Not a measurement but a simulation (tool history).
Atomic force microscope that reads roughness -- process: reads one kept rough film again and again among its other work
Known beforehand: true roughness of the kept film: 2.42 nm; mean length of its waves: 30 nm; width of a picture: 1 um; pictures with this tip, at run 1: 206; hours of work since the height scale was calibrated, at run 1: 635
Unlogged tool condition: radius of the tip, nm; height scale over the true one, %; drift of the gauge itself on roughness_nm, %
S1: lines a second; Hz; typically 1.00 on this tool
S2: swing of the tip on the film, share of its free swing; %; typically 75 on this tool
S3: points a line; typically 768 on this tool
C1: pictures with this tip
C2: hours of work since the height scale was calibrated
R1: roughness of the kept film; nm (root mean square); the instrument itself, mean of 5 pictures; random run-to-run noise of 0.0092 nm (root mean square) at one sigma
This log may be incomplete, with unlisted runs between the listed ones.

Run 1, hour 0.0: usual settings; C1 206; C2 635. Result: R1 1.984 nm (root mean square).
Run 2, hour 18.6: usual settings; C1 244; C2 647. Result: R1 1.980 nm (root mean square).
Run 3, hour 32.9: usual settings; C1 274; C2 656. Result: R1 1.969 nm (root mean square).
Run 4, hour 47.2: usual settings; C1 303; C2 664. Result: R1 1.958 nm (root mean square).
At hour 70.2: new tip fitted.
Run 5, hour 73.9: usual settings; C1 8; C2 680. Result: R1 2.102 nm (root mean square).
Run 6, hour 87.2: usual settings but S3 317; C1 35; C2 689. Result: R1 2.041 nm (root mean square).
Run 7, hour 103.4: usual settings but S3 317; C1 68; C2 699. Result: R1 2.026 nm (root mean square).
Run 8, hour 122.0: usual settings but S3 317; C1 106; C2 710. Result: R1 2.016 nm (root mean square).
Run 9, hour 134.4: usual settings but S1 0.65 Hz, S3 317; C1 132; C2 718. Result: R1 2.070 nm (root mean square).
Run 10, hour 148.9: usual settings; C1 161; C2 726. Result: R1 2.023 nm (root mean square).
Run 11, hour 174.3: usual settings; C1 214; C2 742. Result: R1 2.004 nm (root mean square).
Run 12, hour 187.0: usual settings; C1 240; C2 750. Result: R1 1.992 nm (root mean square).
Run 13, hour 206.4: usual settings; C1 279; C2 762. Result: R1 1.985 nm (root mean square).
Run 14, hour 221.8: usual settings; C1 311; C2 771. Result: R1 1.952 nm (root mean square).
At hour 224.9: height scale calibrated on a step standard.
At hour 240.7: new tip fitted.
Run 15, hour 244.9: usual settings; C1 8; C2 12. Result: R1 2.087 nm (root mean square).
Run 16, hour 259.3: usual settings but S1 3.09 Hz, S2 85 %, S3 740; C1 38; C2 21. Result: R1 1.558 nm (root mean square).
Run 17, hour 275.0: usual settings but S2 68 %; C1 70; C2 30. Result: R1 2.131 nm (root mean square).
Run 18, hour 297.3: usual settings but S1 3.89 Hz, S2 68 %, S3 835; C1 116; C2 44. Result: R1 1.806 nm (root mean square).
At hour 322.3: height scale calibrated on a step standard, once more.
Run 19, hour 322.7: usual settings but S1 0.56 Hz; C1 166; C2 0. Result: R1 2.075 nm (root mean square).

For run 20, what comes out?
Run 20, hour 338.1: usual settings but S1 0.56 Hz; C1 197; C2 10. Result: R1 ?.

Run 20 measured R1 2.070 nm (root mean square).
Take away the tool's hidden state, keep the run-to-run variation as it was, and the same run would have given R1 2.162 nm (root mean square).
